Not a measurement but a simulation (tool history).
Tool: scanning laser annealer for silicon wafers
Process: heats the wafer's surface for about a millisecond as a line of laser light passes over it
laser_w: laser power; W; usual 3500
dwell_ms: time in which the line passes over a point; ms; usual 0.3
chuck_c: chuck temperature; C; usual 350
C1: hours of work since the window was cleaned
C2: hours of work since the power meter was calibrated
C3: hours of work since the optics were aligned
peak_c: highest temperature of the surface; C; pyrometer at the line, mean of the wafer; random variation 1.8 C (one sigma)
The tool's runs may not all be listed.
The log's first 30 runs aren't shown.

Run 31, hour 546.9: usual settings but laser_w 3667 W, dwell_ms 0.222 ms, chuck_c 367 C; C1 42; C2 732; C3 707. Result: peak_c 1005 C.
Run 32, hour 561: usual settings but laser_w 3667 W, dwell_ms 0.349 ms, chuck_c 378 C; C1 53; C2 743; C3 718. Result: peak_c 1157 C.
Run 33, hour 573: usual settings but laser_w 3242 W, dwell_ms 0.243 ms, chuck_c 382 C; C1 62; C2 753; C3 727. Result: peak_c 955 C.
Run 34, hour 595.9: usual settings but laser_w 3103 W, dwell_ms 0.375 ms, chuck_c 382 C; C1 80; C2 770; C3 745. Result: peak_c 1043 C.
At hour 616.1: optics aligned, line set to its width.
Run 35, hour 621.6: usual settings but laser_w 3103 W, dwell_ms 0.375 ms, chuck_c 336 C; C1 96; C2 786; C3 4. Result: peak_c 1020 C.
Run 36, hour 640.5: usual settings but laser_w 3103 W, dwell_ms 0.375 ms, chuck_c 336 C; C1 110; C2 801; C3 19. Result: peak_c 1016 C.
Run 37, hour 662.4: usual settings but laser_w 3611 W, dwell_ms 0.247 ms, chuck_c 336 C; C1 127; C2 818; C3 36. Result: peak_c 1010 C.
Run 38, hour 682.5: usual settings but laser_w 3084 W, chuck_c 343 C; C1 143; C2 834; C3 52. Result: peak_c 956 C.
Run 39, hour 703: usual settings but laser_w 3084 W, chuck_c 343 C; C1 159; C2 850; C3 68. Result: peak_c 951 C.
Run 40, hour 726.3: usual settings but laser_w 3599 W, dwell_ms 0.282 ms; C1 177; C2 868; C3 86. Result: peak_c 1059 C.
Run 41, hour 750.6: usual settings but laser_w 3623 W, dwell_ms 0.261 ms; C1 196; C2 887; C3 105. Result: peak_c 1037 C.

Forecast each of these 3 alternatives for the next run:
Run A, hour 769.3: usual settings but laser_w 3555 W, chuck_c 333 C; C1 211; C2 901; C3 119. Result: peak_c ?.
Run B, hour 769.3: usual settings but laser_w 2979 W, dwell_ms 0.379 ms, chuck_c 382 C; C1 211; C2 901; C3 119. Result: peak_c ?.
Run C, hour 769.3: usual settings but laser_w 3143 W, dwell_ms 0.325 ms, chuck_c 347 C; C1 211; C2 901; C3 119. Result: peak_c ?.

run  peak_c
  A    1047
  B    1030
  C     987
Without the tool's hidden state the same runs would have given:
run  peak_c
  A    1063
  B    1044
  C    1000

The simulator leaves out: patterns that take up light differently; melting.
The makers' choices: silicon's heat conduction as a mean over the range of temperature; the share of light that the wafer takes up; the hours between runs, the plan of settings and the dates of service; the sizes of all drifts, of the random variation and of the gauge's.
